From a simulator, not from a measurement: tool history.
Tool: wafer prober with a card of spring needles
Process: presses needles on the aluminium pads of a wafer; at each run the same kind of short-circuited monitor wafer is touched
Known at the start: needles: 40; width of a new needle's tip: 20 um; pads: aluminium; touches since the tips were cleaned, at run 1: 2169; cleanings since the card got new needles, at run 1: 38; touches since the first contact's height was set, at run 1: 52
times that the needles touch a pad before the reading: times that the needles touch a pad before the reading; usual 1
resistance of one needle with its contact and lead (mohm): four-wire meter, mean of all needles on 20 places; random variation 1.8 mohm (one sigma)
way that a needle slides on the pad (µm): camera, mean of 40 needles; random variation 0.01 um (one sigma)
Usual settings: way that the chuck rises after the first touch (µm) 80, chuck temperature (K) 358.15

| run | hour | way that the chuck rises after the first touch (µm) | chuck temperature (K) | times that the needles touch a pad before the reading | touches since the tips were cleaned | cleanings since the card got new needles | touches since the first contact's height was set | resistance of one needle with its contact and lead (mohm) | way that a needle slides on the pad (µm) |
|---|---|---|---|---|---|---|---|---|---|
| 1 | 0.0 | 80 | 358.15 | 1 | 2169 | 38 | 52 | 214 | 13.16 |
|  | 12.0 | tips cleaned on abrasive film |
| 2 | 12.0 | 80 | 358.15 | 1 | 0 | 39 | 6630 | 189 | 13.16 |
|  | 28.4 | tips cleaned on abrasive film |
| 3 | 30.4 | 80 | 358.15 | 1 | 1100 | 40 | 16659 | 201 | 13.15 |
| 4 | 43.4 | 80 | 358.15 | 1 | 8291 | 40 | 23850 | 229 | 13.15 |
|  | 44.4 | tips cleaned on abrasive film |
|  | 60.6 | tips cleaned on abrasive film |
| 5 | 61.8 | 80 | 358.15 | 1 | 661 | 42 | 33883 | 198 | 13.14 |
|  | 76.7 | tips cleaned on abrasive film |
| 6 | 78.7 | 80 | 358.15 | 1 | 1126 | 43 | 43110 | 199 | 13.13 |
|  | 92.5 | tips cleaned on abrasive film |
| 7 | 98.9 | 80 | 358.15 | 1 | 3514 | 44 | 54171 | 218 | 13.12 |
|  | 108.2 | tips cleaned on abrasive film |
| 8 | 113.0 | 80 | 358.15 | 1 | 2631 | 45 | 61888 | 211 | 13.09 |
| 9 | 122.0 | 80 | 358.15 | 1 | 7562 | 45 | 66819 | 229 | 13.09 |
|  | 124.9 | tips cleaned on abrasive film |
| 10 | 138.4 | 80 | 358.15 | 1 | 7404 | 46 | 75789 | 229 | 13.10 |
|  | 140.6 | tips cleaned on abrasive film |
| 11 | 148.6 | 80 | 358.15 | 1 | 4429 | 47 | 81395 | 222 | 13.09 |
|  | 157.1 | tips cleaned on abrasive film |
| 12 | 159.1 | 65 | 358.15 | 1 | 1117 | 48 | 87094 | 210 | 10.62 |
|  | 173.0 | tips cleaned on abrasive film |
| 13 | 173.0 | 65 | 358.15 | 1 | 30 | 49 | 94697 | 197 | 10.59 |
| 14 | 181.6 | 80 | 303.15 | 1 | 4769 | 49 | 99436 | 213 | 13.06 |
|  | 188.9 | tips cleaned on abrasive film |
| 15 | 194.6 | 64 | 303.15 | 2 | 3169 | 50 | 106544 | 207 | 10.43 |
|  | 204.8 | tips cleaned on abrasive film |
| 16 | 204.8 | 64 | 303.15 | 2 | 0 | 51 | 112108 | 182 | 10.40 |
| 17 | 214.4 | 64 | 303.15 | 2 | 5284 | 51 | 117392 | 216 | 10.41 |
|  | 220.7 | tips cleaned on abrasive film |
| 18 | 223.2 | 64 | 303.15 | 2 | 1373 | 52 | 122140 | 189 | 10.41 |
|  | 232.3 | height of the first contact set anew |
|  | 237.7 | tips cleaned on abrasive film |
| 19 | 237.7 | 72 | 366.15 | 1 | 0 | 53 | 2927 | 195 | 11.83 |
| 20 | 249.8 | 72 | 366.15 | 1 | 6633 | 53 | 9560 | 238 | 11.85 |
|  | 255.0 | tips cleaned on abrasive film |
| 21 | 266.3 | 72 | 366.15 | 1 | 6196 | 54 | 18582 | 238 | 11.84 |
|  | 271.1 | tips cleaned on abrasive film |
| 22 | 279.6 | 88 | 358.15 | 2 | 4640 | 55 | 25840 | 205 | 14.46 |
|  | 287.1 | tips cleaned on abrasive film |
| 23 | 300.0 | 75 | 381.15 | 2 | 7114 | 56 | 37029 | 222 | 12.31 |
|  | 303.3 | tips cleaned on abrasive film |
| 24 | 309.3 | 65 | 310.15 | 3 | 3292 | 57 | 42097 | 197 | 10.65 |
|  | 319.3 | tips cleaned on abrasive film |
| 25 | 329.4 | 98 | 384.15 | 3 | 5533 | 58 | 53101 | 201 | 16.07 |
|  | 335.8 | tips cleaned on abrasive film |
| 26 | 338.7 | 99 | 384.15 | 3 | 1626 | 59 | 58180 | 197 | 16.22 |
| 27 | 350.8 | 72 | 334.15 | 2 | 8287 | 59 | 64841 | 216 | 11.77 |
|  | 352.3 | tips cleaned on abrasive film |
| 28 | 367.3 | 80 | 303.15 | 2 | 8254 | 60 | 73842 | 209 | 13.09 |

Forecast each of these 5 alternatives for the next run:
|  | 368.6 | tips cleaned on abrasive film |
|  | 385.2 | tips cleaned on abrasive film |
| A | 385.5 | 80 | 303.15 | 1 | 171 | 62 | 83780 | ? | ? |
|  | 368.6 | tips cleaned on abrasive film |
|  | 385.2 | tips cleaned on abrasive film |
| B | 385.5 | 79 | 312.15 | 1 | 171 | 62 | 83780 | ? | ? |
|  | 368.6 | tips cleaned on abrasive film |
|  | 385.2 | tips cleaned on abrasive film |
| C | 385.5 | 80 | 374.15 | 1 | 171 | 62 | 83780 | ? | ? |
|  | 368.6 | tips cleaned on abrasive film |
|  | 385.2 | tips cleaned on abrasive film |
| D | 385.5 | 80 | 302.15 | 1 | 171 | 62 | 83780 | ? | ? |
|  | 368.6 | tips cleaned on abrasive film |
|  | 385.2 | tips cleaned on abrasive film |
| E | 385.5 | 85 | 317.15 | 1 | 171 | 62 | 83780 | ? | ? |

| run | resistance of one needle with its contact and lead (mohm) | way that a needle slides on the pad (µm) |
|---|---|---|
| A | 186 | 13.07 |
| B | 190 | 12.90 |
| C | 194 | 13.07 |
| D | 184 | 13.07 |
| E | 188 | 13.90 |
Without the tool's hidden state the same runs would have given:
| run | resistance of one needle with its contact and lead (mohm) | way that a needle slides on the pad (µm) |
|---|---|---|
| A | 178 | 13.17 |
| B | 181 | 13.00 |
| C | 186 | 13.17 |
| D | 176 | 13.17 |
| E | 181 | 14.00 |
